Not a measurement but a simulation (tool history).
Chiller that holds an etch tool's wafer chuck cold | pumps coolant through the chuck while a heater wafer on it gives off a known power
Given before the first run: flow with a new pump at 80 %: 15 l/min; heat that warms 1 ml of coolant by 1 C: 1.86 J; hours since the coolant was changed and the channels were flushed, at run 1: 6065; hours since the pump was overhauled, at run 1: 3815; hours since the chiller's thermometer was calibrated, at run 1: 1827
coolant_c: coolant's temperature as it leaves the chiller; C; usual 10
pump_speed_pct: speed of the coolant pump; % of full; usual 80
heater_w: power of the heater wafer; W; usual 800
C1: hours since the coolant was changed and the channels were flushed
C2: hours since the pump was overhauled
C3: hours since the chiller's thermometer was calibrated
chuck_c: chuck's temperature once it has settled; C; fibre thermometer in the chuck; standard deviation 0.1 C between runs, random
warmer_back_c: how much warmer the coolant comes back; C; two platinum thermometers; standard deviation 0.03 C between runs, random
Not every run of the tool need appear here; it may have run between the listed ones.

run 1 hour=0 | coolant_c=10 pump_speed_pct=80 heater_w=800 | C1=6065 C2=3815 C3=1827 | chuck_c=19.4 warmer_back_c=1.89
run 2 hour=131.7 | coolant_c=0 pump_speed_pct=80 heater_w=800 | C1=6197 C2=3947 C3=1958 | chuck_c=9.5 warmer_back_c=1.9
run 3 hour=271.9 | coolant_c=10 pump_speed_pct=80 heater_w=800 | C1=6337 C2=4087 C3=2099 | chuck_c=19.4 warmer_back_c=1.87
run 4 hour=404.1 | coolant_c=10 pump_speed_pct=80 heater_w=800 | C1=6469 C2=4219 C3=2231 | chuck_c=19.5 warmer_back_c=1.91
run 5 hour=533 | coolant_c=10 pump_speed_pct=80 heater_w=800 | C1=6598 C2=4348 C3=2360 | chuck_c=19.7 warmer_back_c=1.84
run 6 hour=666.2 | coolant_c=10 pump_speed_pct=80 heater_w=800 | C1=6731 C2=4481 C3=2493 | chuck_c=19.6 warmer_back_c=1.89
run 7 hour=744.8 | coolant_c=10 pump_speed_pct=80 heater_w=800 | C1=6810 C2=4560 C3=2571 | chuck_c=19.7 warmer_back_c=1.9
run 8 hour=838.7 | coolant_c=12 pump_speed_pct=77 heater_w=482 | C1=6904 C2=4654 C3=2665 | chuck_c=18.1 warmer_back_c=1.22
run 9 hour=936.1 | coolant_c=10 pump_speed_pct=80 heater_w=797 | C1=7001 C2=4751 C3=2763 | chuck_c=19.6 warmer_back_c=1.89
run 10 hour=1079.3 | coolant_c=7 pump_speed_pct=80 heater_w=1059 | C1=7144 C2=4895 C3=2906 | chuck_c=20 warmer_back_c=2.56
run 11 hour=1188.6 | coolant_c=6 pump_speed_pct=90 heater_w=977 | C1=7253 C2=5004 C3=3015 | chuck_c=17.3 warmer_back_c=2.07
run 12 hour=1326.8 | coolant_c=6 pump_speed_pct=90 heater_w=977 | C1=7392 C2=5142 C3=3153 | chuck_c=17.6 warmer_back_c=2.11
run 13 hour=1412.4 | coolant_c=18 pump_speed_pct=67 heater_w=977 | C1=7477 C2=5228 C3=3239 | chuck_c=31.5 warmer_back_c=2.76

Below are 3 alternative next runs, each starting from the tool's condition after run 13. Predict each:
-- hour=1472.2 coolant changed, channels flushed
run A hour=1495.2 | coolant_c=14 pump_speed_pct=67 heater_w=902 | C1=23 C2=5304 C3=3316 | chuck_c=? warmer_back_c=?
-- hour=1472.2 coolant changed, channels flushed
run B hour=1495.2 | coolant_c=18 pump_speed_pct=88 heater_w=977 | C1=23 C2=5304 C3=3316 | chuck_c=? warmer_back_c=?
-- hour=1472.2 coolant changed, channels flushed
run C hour=1495.2 | coolant_c=15 pump_speed_pct=97 heater_w=977 | C1=23 C2=5304 C3=3316 | chuck_c=? warmer_back_c=?

run=A chuck_c=23.6 warmer_back_c=2.59
run=B chuck_c=26.7 warmer_back_c=2.18
run=C chuck_c=23.3 warmer_back_c=1.95
With the hidden condition removed and each run's random variation left untouched, the same runs would have given:
run=A chuck_c=23.1 warmer_back_c=2.3
run=B chuck_c=26.3 warmer_back_c=1.94
run=C chuck_c=22.9 warmer_back_c=1.73

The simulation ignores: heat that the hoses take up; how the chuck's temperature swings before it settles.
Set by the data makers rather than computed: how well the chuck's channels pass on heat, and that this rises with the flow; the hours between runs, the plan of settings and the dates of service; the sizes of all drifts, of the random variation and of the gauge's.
